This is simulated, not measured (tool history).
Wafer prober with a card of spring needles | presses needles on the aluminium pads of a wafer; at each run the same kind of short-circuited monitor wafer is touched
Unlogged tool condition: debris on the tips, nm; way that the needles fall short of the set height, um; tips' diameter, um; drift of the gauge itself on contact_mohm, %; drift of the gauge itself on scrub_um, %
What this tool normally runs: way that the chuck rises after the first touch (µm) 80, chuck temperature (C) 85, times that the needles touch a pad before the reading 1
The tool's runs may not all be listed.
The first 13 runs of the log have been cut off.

| run | hour | way that the chuck rises after the first touch (µm) | chuck temperature (C) | times that the needles touch a pad before the reading | touches since the tips were cleaned | cleanings since the card got new needles | touches since the first contact's height was set | resistance of one needle with its contact and lead (mohm) | way that a needle slides on the pad (µm) |
|---|---|---|---|---|---|---|---|---|---|
|  | 253.4 | tips cleaned on abrasive film |
| 14 | 260.8 | 80 | 116 | 2 | 5468 | 106 | 42779 | 118 | 14.52 |
|  | 264.4 | tips cleaned on abrasive film |
|  | 275.3 | tips cleaned on abrasive film |
| 15 | 276.2 | 80 | 116 | 2 | 692 | 108 | 54004 | 114 | 14.54 |
|  | 287.3 | tips cleaned on abrasive film |
| 16 | 293 | 80 | 116 | 2 | 4208 | 109 | 66377 | 113 | 14.56 |
|  | 300 | tips cleaned on abrasive film |
|  | 311 | tips cleaned on abrasive film |
| 17 | 320.5 | 80 | 55 | 3 | 6998 | 111 | 86543 | 103 | 14.51 |
|  | 322.6 | tips cleaned on abrasive film |
|  | 333.6 | tips cleaned on abrasive film |
| 18 | 338.6 | 95 | 29 | 2 | 3756 | 113 | 99816 | 103 | 17.27 |
|  | 344.2 | tips cleaned on abrasive film |
|  | 355.8 | tips cleaned on abrasive film |
|  | 358.7 | height of the first contact set anew |
|  | 367.4 | tips cleaned on abrasive film |
| 19 | 368.6 | 95 | 59 | 2 | 919 | 116 | 7269 | 106 | 17.23 |
|  | 379.8 | tips cleaned on abrasive film |
| 20 | 385.4 | 95 | 49 | 2 | 4156 | 117 | 19629 | 104 | 17.26 |
|  | 391.8 | tips cleaned on abrasive film |
| 21 | 399.9 | 68 | 103 | 2 | 5993 | 118 | 30240 | 113 | 12.34 |
|  | 402.9 | tips cleaned on abrasive film |
|  | 414.5 | tips cleaned on abrasive film |
|  | 426.5 | tips cleaned on abrasive film |
| 22 | 426.5 | 68 | 103 | 2 | 0 | 121 | 49725 | 116 | 12.36 |
|  | 437.4 | tips cleaned on abrasive film |
| 23 | 442.3 | 87 | 51 | 2 | 3625 | 122 | 61356 | 103 | 15.79 |
|  | 449.1 | tips cleaned on abrasive film |
|  | 460.5 | tips cleaned on abrasive film |
| 24 | 463.3 | 87 | 51 | 2 | 2091 | 124 | 76725 | 104 | 15.8 |
|  | 471.7 | tips cleaned on abrasive film |
|  | 482.8 | tips cleaned on abrasive film |
| 25 | 488 | 75 | 89 | 1 | 3881 | 126 | 94853 | 114 | 13.61 |
|  | 494.3 | tips cleaned on abrasive film |
|  | 506.6 | tips cleaned on abrasive film |
|  | 514.2 | height of the first contact set anew |
|  | 518.5 | tips cleaned on abrasive film |
| 26 | 518.5 | 83 | 39 | 2 | 0 | 129 | 3035 | 104 | 15.1 |
|  | 529.7 | tips cleaned on abrasive film |
| 27 | 534.1 | 80 | 44 | 3 | 3193 | 130 | 14506 | 107 | 14.52 |
|  | 540.7 | tips cleaned on abrasive film |
|  | 552 | tips cleaned on abrasive film |
| 28 | 554.8 | 80 | 44 | 3 | 2044 | 132 | 29710 | 104 | 14.53 |
|  | 563.6 | tips cleaned on abrasive film |
|  | 576 | tips cleaned on abrasive film |
| 29 | 579.3 | 86 | 39 | 2 | 2498 | 134 | 47702 | 106 | 15.65 |
|  | 587 | tips cleaned on abrasive film |
| 30 | 594.4 | 80 | 37 | 1 | 5479 | 135 | 58776 | 106 | 14.54 |
|  | 598.3 | tips cleaned on abrasive film |
|  | 609.9 | tips cleaned on abrasive film |
| 31 | 612.8 | 90 | 114 | 2 | 2142 | 137 | 72229 | 114 | 16.32 |

3 options for the next run, each taken on its own from the tool as it stands now. Forecast them:
|  | 621.7 | tips cleaned on abrasive film |
|  | 632.4 | tips cleaned on abrasive film |
| A | 632.4 | 90 | 28 | 2 | 0 | 139 | 86558 | ? | ? |
|  | 621.7 | tips cleaned on abrasive film |
|  | 632.4 | tips cleaned on abrasive film |
| B | 632.4 | 90 | 114 | 1 | 0 | 139 | 86558 | ? | ? |
|  | 621.7 | tips cleaned on abrasive film |
|  | 632.4 | tips cleaned on abrasive film |
| C | 632.4 | 69 | 53 | 2 | 0 | 139 | 86558 | ? | ? |

| run | resistance of one needle with its contact and lead (mohm) | way that a needle slides on the pad (µm) |
|---|---|---|
| A | 101 | 16.3 |
| B | 112 | 16.33 |
| C | 107 | 12.52 |
With no hidden state in the tool, these same runs would have given:
| run | resistance of one needle with its contact and lead (mohm) | way that a needle slides on the pad (µm) |
|---|---|---|
| A | 101 | 16.31 |
| B | 112 | 16.34 |
| C | 106 | 12.53 |
